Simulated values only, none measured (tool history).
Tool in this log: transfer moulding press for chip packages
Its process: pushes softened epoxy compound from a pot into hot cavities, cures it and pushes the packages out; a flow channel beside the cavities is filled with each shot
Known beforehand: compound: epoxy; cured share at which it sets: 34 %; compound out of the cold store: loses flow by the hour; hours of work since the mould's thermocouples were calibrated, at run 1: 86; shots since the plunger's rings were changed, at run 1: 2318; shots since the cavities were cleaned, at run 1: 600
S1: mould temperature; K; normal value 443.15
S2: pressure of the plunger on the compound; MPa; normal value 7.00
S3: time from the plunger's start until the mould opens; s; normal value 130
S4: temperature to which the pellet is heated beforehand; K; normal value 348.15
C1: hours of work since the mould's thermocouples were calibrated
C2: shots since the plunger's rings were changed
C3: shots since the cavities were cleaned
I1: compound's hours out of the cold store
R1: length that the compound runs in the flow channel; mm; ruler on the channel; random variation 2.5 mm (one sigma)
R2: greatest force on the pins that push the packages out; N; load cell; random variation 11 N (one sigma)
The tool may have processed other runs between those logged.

run   hour      S1    S2   S3      S4   C1    C2   C3    I1   R1    R2
  1    0.0  443.15  7.00  130  348.15   86  2318  600  28.6  734   817
      10.3  -- cavities cleaned with cleaning compound and waxed
  2   11.3  443.15  7.00  130  348.15   91  2398    8  17.3  751   551
  3   18.2  443.15  7.00  130  348.15   95  2455   65  35.2  718   571
  4   23.9  443.15  7.00  130  348.15   98  2502  112  28.5  728   615
  5   30.8  443.15  7.00  130  348.15  102  2558  168  19.5  750   649
  6   36.7  443.15  7.00  130  348.15  105  2607  217  20.3  744   690
  7   41.1  443.15  7.00  130  348.15  108  2643  253  11.2  764   683
      43.9  -- mould's thermocouples calibrated
  8   49.4  443.15  7.00  156  348.15    3  2695  305  39.9  708   598
  9   58.8  443.15  7.00  156  348.15    8  2772  382  17.8  744   632
 10   68.1  443.15  7.00  156  348.15   13  2847  457  42.5  701   674
 11   78.5  438.15  7.00  146  348.15   19  2933  543  11.1  774   902
 12   84.4  443.15  6.06  119  353.15   22  2981  591  40.0  654   919
      89.6  -- mould's thermocouples calibrated, once more
 13   90.7  443.15  5.35  121  358.15    1  3017  627  27.3  634   844
      97.4  -- cavities cleaned with cleaning compound and waxed
 14   97.4  443.15  5.35  121  358.15    4  3060    0  27.7  629   561
 15  102.7  443.15  7.00  130  358.15    6  3103   43  40.9  697   555
 16  113.2  443.15  7.84  130  348.15   12  3189  129  38.6  735   633
 17  120.8  446.15  7.00  130  350.15   17  3252  192  20.5  722   597
 18  130.8  437.15  5.56  131  350.15   22  3333  273  13.7  685  1014
 19  138.5  440.15  6.43  116  340.15   26  3397  337  34.5  687  1037

Forecast each of these 3 alternatives for the next run:
  A  147.5  443.15  8.74  135  339.15  31  3470  410  24.9   ?   ?
  B  147.5  443.15  8.76  121  346.15  31  3470  410  16.3   ?   ?
  C  147.5  440.15  5.72  124  340.15  31  3470  410  37.8   ?   ?

run   R1   R2
  A  809  719
  B  825  835
  C  640  968
The same runs, with their run-to-run variation unchanged, on a tool lacking any hidden condition would have given:
run   R1   R2
  A  870  512
  B  886  595
  C  688  692
